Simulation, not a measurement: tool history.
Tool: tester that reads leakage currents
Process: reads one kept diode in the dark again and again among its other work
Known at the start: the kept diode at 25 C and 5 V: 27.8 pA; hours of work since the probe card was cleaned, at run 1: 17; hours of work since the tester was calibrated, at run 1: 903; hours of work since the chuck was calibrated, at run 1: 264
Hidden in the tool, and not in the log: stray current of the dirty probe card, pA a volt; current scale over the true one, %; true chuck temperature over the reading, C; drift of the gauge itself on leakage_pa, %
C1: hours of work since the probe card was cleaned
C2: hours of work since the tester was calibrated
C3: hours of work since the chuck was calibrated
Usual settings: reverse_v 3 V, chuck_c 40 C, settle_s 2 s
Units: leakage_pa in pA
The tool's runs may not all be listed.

Run 1, day 0: usual settings; C1 17; C2 903; C3 264. Result: leakage_pa 83.69 pA.
Run 2, day 5.85: usual settings but chuck_c 29 C; C1 86; C2 971; C3 332. Result: leakage_pa 32.45 pA.
Run 3, day 11.562: usual settings but chuck_c 29 C; C1 152; C2 1038; C3 399. Result: leakage_pa 32.94 pA.
Run 4, day 22.958: usual settings but chuck_c 29 C; C1 285; C2 1171; C3 532. Result: leakage_pa 33.77 pA.
Run 5, day 31.621: usual settings but reverse_v 1.42 V; C1 386; C2 1272; C3 633. Result: leakage_pa 57.57 pA.
Run 6, day 41.492: usual settings but chuck_c 41 C; C1 501; C2 1387; C3 748. Result: leakage_pa 97.5 pA.
Run 7, day 51.488: usual settings but chuck_c 41 C; C1 618; C2 1503; C3 865. Result: leakage_pa 98.29 pA.
Run 8, day 56.562: usual settings but chuck_c 41 C; C1 677; C2 1563; C3 924. Result: leakage_pa 99.44 pA.
Run 9, day 67.438: usual settings; C1 804; C2 1689; C3 1050. Result: leakage_pa 93.04 pA.
Run 10, day 77.55: usual settings; C1 921; C2 1807; C3 1168. Result: leakage_pa 95.32 pA.
Run 11, day 82.25: usual settings; C1 976; C2 1862; C3 1223. Result: leakage_pa 95.96 pA.
Run 12, day 87.65: usual settings but chuck_c 46 C, settle_s 0.32 s; C1 1039; C2 1925; C3 1286. Result: leakage_pa 157.1 pA.
At day 88.283: chuck's temperature calibrated.
Run 13, day 96.571: usual settings but chuck_c 34 C, settle_s 0.32 s; C1 1142; C2 2028; C3 97. Result: leakage_pa 63.94 pA.
Run 14, day 102.062: usual settings but reverse_v 3.94 V, settle_s 0.37 s; C1 1206; C2 2092; C3 161. Result: leakage_pa 121.55 pA.
Run 15, day 111.108: usual settings but reverse_v 4.39 V, settle_s 8.47 s; C1 1312; C2 2197; C3 266. Result: leakage_pa 130.44 pA.
Run 16, day 117.308: usual settings but chuck_c 33 C; C1 1384; C2 2270; C3 338. Result: leakage_pa 60.3 pA.
At day 123.538: probe card cleaned and baked.
Run 17, day 127.783: usual settings but reverse_v 5.49 V, chuck_c 26 C, settle_s 2.77 s; C1 50; C2 2390; C3 459. Result: leakage_pa 42.27 pA.
Run 18, day 137.171: usual settings but reverse_v 4.15 V, chuck_c 29 C, settle_s 2.77 s; C1 159; C2 2500; C3 568. Result: leakage_pa 48.24 pA.
At day 138.746: chuck's temperature calibrated, once more.
Run 19, day 144.817: usual settings but reverse_v 4.15 V, chuck_c 29 C, settle_s 2.77 s; C1 247; C2 2588; C3 71. Result: leakage_pa 37.89 pA.
Run 20, day 153.675: usual settings but reverse_v 4.73 V, chuck_c 32 C, settle_s 0.97 s; C1 350; C2 2691; C3 174. Result: leakage_pa 54.77 pA.
Run 21, day 164.408: usual settings but reverse_v 3.18 V, chuck_c 24 C, settle_s 0.97 s; C1 476; C2 2816; C3 299. Result: leakage_pa 22.45 pA.
Run 22, day 174.5: usual settings but reverse_v 3.18 V, chuck_c 24 C, settle_s 0.97 s; C1 593; C2 2934; C3 417. Result: leakage_pa 23.36 pA.

4 ways to go on from here, each from the tool as it stands after run 22. What would each give?
Run A, day 181.458: usual settings but reverse_v 10.57 V, chuck_c 37 C, settle_s 0.4 s; C1 674; C2 3015; C3 498. Result: leakage_pa ?.
Run B, day 181.458: usual settings but reverse_v 1.94 V, chuck_c 23 C, settle_s 4.44 s; C1 674; C2 3015; C3 498. Result: leakage_pa ?.
Run C, day 181.458: usual settings but reverse_v 14.57 V, settle_s 2.28 s; C1 674; C2 3015; C3 498. Result: leakage_pa ?.
Run D, day 181.458: usual settings but reverse_v 4.29 V, settle_s 2.36 s; C1 674; C2 3015; C3 498. Result: leakage_pa ?.

run  leakage_pa
  A      143.35
  B       15.96
  C      216.03
  D      106.23
Without the tool's hidden state the same runs would have given:
run  leakage_pa
  A       128.5
  B       13.62
  C      194.67
  D       98.03
